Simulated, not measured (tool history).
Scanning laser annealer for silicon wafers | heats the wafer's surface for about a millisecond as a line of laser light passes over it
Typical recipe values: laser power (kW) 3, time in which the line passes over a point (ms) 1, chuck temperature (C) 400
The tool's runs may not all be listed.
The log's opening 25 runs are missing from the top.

| run | hour | laser power (kW) | time in which the line passes over a point (ms) | chuck temperature (C) | highest temperature of the surface (C) |
|---|---|---|---|---|---|
| 26 | 1018.8 | 2.766 | 1.22 | 383 | 1137 |
| 27 | 1044.8 | 3.028 | 0.97 | 378 | 1130 |
| 28 | 1098.8 | 3.057 | 1 | 435 | 1209 |
| 29 | 1148.3 | 2.857 | 1 | 400 | 1105 |
| 30 | 1194 | 3.122 | 0.7 | 400 | 1055 |
| 31 | 1248.5 | 3.122 | 0.7 | 400 | 1055 |
| 32 | 1300.6 | 2.595 | 1.06 | 402 | 1037 |
| 33 | 1346.2 | 2.629 | 1 | 430 | 1057 |
| 34 | 1398.1 | 2.674 | 0.9 | 400 | 1006 |
| 35 | 1429.9 | 2.674 | 0.9 | 400 | 1005 |
| 36 | 1463.7 | 3.298 | 1 | 380 | 1214 |
| 37 | 1506.8 | 3 | 1.2 | 391 | 1202 |
| 38 | 1536 | 3.257 | 0.79 | 368 | 1095 |
| 39 | 1574.6 | 3.257 | 0.79 | 436 | 1159 |
| 40 | 1611.5 | 3.067 | 0.88 | 400 | 1109 |

What if the next run were any one of these 4? Each begins from the tool's condition after run 40:
| A | 1659 | 3.259 | 0.83 | 365 | ? |
| B | 1659 | 3.141 | 0.89 | 436 | ? |
| C | 1659 | 3.067 | 0.88 | 388 | ? |
| D | 1659 | 3.067 | 0.98 | 389 | ? |

| run | highest temperature of the surface (C) |
|---|---|
| A | 1104 |
| B | 1170 |
| C | 1094 |
| D | 1136 |
Without the tool's unlogged condition, the same runs would have read:
| run | highest temperature of the surface (C) |
|---|---|
| A | 1134 |
| B | 1200 |
| C | 1123 |
| D | 1166 |
